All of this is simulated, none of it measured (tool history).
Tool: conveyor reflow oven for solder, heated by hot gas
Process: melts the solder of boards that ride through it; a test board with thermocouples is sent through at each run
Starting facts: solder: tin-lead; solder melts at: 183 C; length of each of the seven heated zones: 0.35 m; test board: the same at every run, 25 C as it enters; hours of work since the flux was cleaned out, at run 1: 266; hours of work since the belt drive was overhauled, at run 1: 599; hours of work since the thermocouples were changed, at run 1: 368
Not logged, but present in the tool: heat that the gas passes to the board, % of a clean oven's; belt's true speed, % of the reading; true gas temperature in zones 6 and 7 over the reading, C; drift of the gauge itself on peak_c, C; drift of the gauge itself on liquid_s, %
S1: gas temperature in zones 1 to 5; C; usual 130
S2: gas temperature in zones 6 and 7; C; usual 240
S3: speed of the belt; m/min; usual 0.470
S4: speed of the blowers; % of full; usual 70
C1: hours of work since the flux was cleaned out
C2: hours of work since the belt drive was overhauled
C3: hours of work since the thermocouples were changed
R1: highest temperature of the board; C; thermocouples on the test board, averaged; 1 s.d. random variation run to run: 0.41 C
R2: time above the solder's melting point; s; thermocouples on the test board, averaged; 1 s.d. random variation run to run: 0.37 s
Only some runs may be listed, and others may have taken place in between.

Run 1, hour 0.0: usual settings; C1 266; C2 599; C3 368. Result: R1 221.7 C, R2 68.3 s.
Run 2, hour 65.9: usual settings; C1 308; C2 641; C3 409. Result: R1 222.3 C, R2 68.4 s.
Run 3, hour 133.2: usual settings; C1 351; C2 683; C3 452. Result: R1 222.3 C, R2 68.5 s.
Run 4, hour 193.1: usual settings but S4 77 % of full; C1 389; C2 721; C3 490. Result: R1 223.4 C, R2 68.7 s.
At hour 225.8: flux residue cleaned out of gas plates and filters.
Run 5, hour 246.7: usual settings but S4 77 % of full; C1 13; C2 752; C3 521. Result: R1 223.9 C, R2 68.6 s.
At hour 288.6: thermocouples of zones 6 and 7 changed.
Run 6, hour 298.8: usual settings but S4 77 % of full; C1 45; C2 784; C3 7. Result: R1 223.9 C, R2 70.1 s.
Run 7, hour 352.3: usual settings but S1 142 C, S4 77 % of full; C1 79; C2 818; C3 40. Result: R1 225.5 C, R2 75.5 s.
Run 8, hour 430.9: usual settings; C1 129; C2 868; C3 90. Result: R1 222.3 C, R2 68.2 s.
At hour 483.7: belt drive overhauled, speed set with a stopwatch.
Run 9, hour 499.5: usual settings but S1 137 C; C1 170; C2 10; C3 131. Result: R1 223.4 C, R2 72.1 s.
Run 10, hour 576.5: usual settings but S1 137 C; C1 219; C2 59; C3 180. Result: R1 223.2 C, R2 71.3 s.
Run 11, hour 660.0: usual settings but S1 137 C, S2 251 C; C1 272; C2 112; C3 233. Result: R1 233.8 C, R2 77.5 s.
Run 12, hour 743.7: usual settings but S1 129 C; C1 325; C2 165; C3 286. Result: R1 222.1 C, R2 67.0 s.
Run 13, hour 838.0: usual settings but S4 80 % of full; C1 385; C2 225; C3 346. Result: R1 223.6 C, R2 69.5 s.
At hour 876.5: flux residue cleaned out of gas plates and filters.
Run 14, hour 912.6: usual settings; C1 23; C2 269; C3 390. Result: R1 222.3 C, R2 68.2 s.
Run 15, hour 1000.3: usual settings; C1 79; C2 325; C3 446. Result: R1 222.4 C, R2 67.8 s.
Run 16, hour 1048.1: usual settings but S1 138 C, S2 229 C; C1 109; C2 355; C3 476. Result: R1 214.3 C, R2 63.6 s.
Run 17, hour 1112.8: usual settings but S1 138 C, S2 229 C; C1 150; C2 396; C3 517. Result: R1 214.1 C, R2 64.0 s.
At hour 1160.2: thermocouples of zones 6 and 7 changed.
Run 18, hour 1178.2: usual settings but S1 125 C, S4 85 % of full; C1 190; C2 436; C3 11. Result: R1 224.1 C, R2 68.7 s.
Run 19, hour 1244.9: usual settings but S3 0.481 m/min; C1 233; C2 479; C3 54. Result: R1 221.4 C, R2 65.7 s.
Run 20, hour 1291.2: usual settings but S1 135 C, S2 237 C, S3 0.481 m/min; C1 262; C2 508; C3 83. Result: R1 220.4 C, R2 66.6 s.
Run 21, hour 1374.6: usual settings but S1 122 C; C1 315; C2 561; C3 136. Result: R1 221.1 C, R2 64.7 s.
Run 22, hour 1448.6: usual settings but S1 118 C, S4 53 % of full; C1 362; C2 608; C3 183. Result: R1 216.7 C, R2 57.6 s.
At hour 1526.4: flux residue cleaned out of gas plates and filters.
Run 23, hour 1528.5: usual settings but S1 118 C, S4 53 % of full; C1 1; C2 655; C3 231. Result: R1 217.1 C, R2 57.3 s.
Run 24, hour 1580.5: usual settings but S1 124 C, S2 247 C, S3 0.529 m/min, S4 87 % of full; C1 34; C2 689; C3 264. Result: R1 226.0 C, R2 60.9 s.
Run 25, hour 1660.9: usual settings but S3 0.435 m/min, S4 77 % of full; C1 85; C2 740; C3 315. Result: R1 226.0 C, R2 77.4 s.
Run 26, hour 1732.7: usual settings but S2 230 C, S3 0.516 m/min, S4 79 % of full; C1 131; C2 785; C3 360. Result: R1 212.3 C, R2 52.6 s.
Run 27, hour 1795.9: usual settings but S3 0.468 m/min, S4 72 % of full; C1 171; C2 825; C3 400. Result: R1 222.8 C, R2 69.2 s.
Run 28, hour 1894.1: usual settings but S3 0.468 m/min, S4 72 % of full; C1 233; C2 888; C3 463. Result: R1 223.2 C, R2 69.1 s.
At hour 1913.9: belt drive overhauled, speed set with a stopwatch.
Run 29, hour 1981.3: usual settings but S3 0.424 m/min; C1 286; C2 43; C3 515. Result: R1 225.7 C, R2 79.7 s.

Describe how what the log doesn't record of the tool's condition differs between the last listed run preceding each entry between runs and the first listed run following it.
In the gap between runs 4 and 5: flux residue cleaned out of gas plates and filters (hour 225.8)
  heat that the gas passes to the board, % of a clean oven's: 99.1 -> 99.9; belt's true speed, % of the reading: 99.9 -> 99.89; true gas temperature in zones 6 and 7 over the reading, C: -0.08 -> -0.09
In the gap between runs 5 and 6: thermocouples of zones 6 and 7 changed (hour 288.6)
  true gas temperature in zones 6 and 7 over the reading, C: -0.09 -> -0.01
In the gap between runs 8 and 9: belt drive overhauled, speed set with a stopwatch (hour 483.7)
  heat that the gas passes to the board, % of a clean oven's: 99.7 -> 99.6; belt's true speed, % of the reading: 99.88 -> 99.99; true gas temperature in zones 6 and 7 over the reading, C: -0.02 -> -0.03
In the gap between runs 13 and 14: flux residue cleaned out of gas plates and filters (hour 876.5)
  heat that the gas passes to the board, % of a clean oven's: 99.2 -> 99.9; belt's true speed, % of the reading: 99.97 -> 99.96; true gas temperature in zones 6 and 7 over the reading, C: -0.06 -> -0.07
In the gap between runs 17 and 18: thermocouples of zones 6 and 7 changed (hour 1160.2)
  heat that the gas passes to the board, % of a clean oven's: 99.7 -> 99.6; true gas temperature in zones 6 and 7 over the reading, C: -0.09 -> -0.01
In the gap between runs 22 and 23: flux residue cleaned out of gas plates and filters (hour 1526.4)
  heat that the gas passes to the board, % of a clean oven's: 99.3 -> 100; true gas temperature in zones 6 and 7 over the reading, C: -0.03 -> -0.04
In the gap between runs 28 and 29: belt drive overhauled, speed set with a stopwatch (hour 1913.9)
  heat that the gas passes to the board, % of a clean oven's: 99.5 -> 99.4; belt's true speed, % of the reading: 99.88 -> 99.99; true gas temperature in zones 6 and 7 over the reading, C: -0.07 -> -0.08
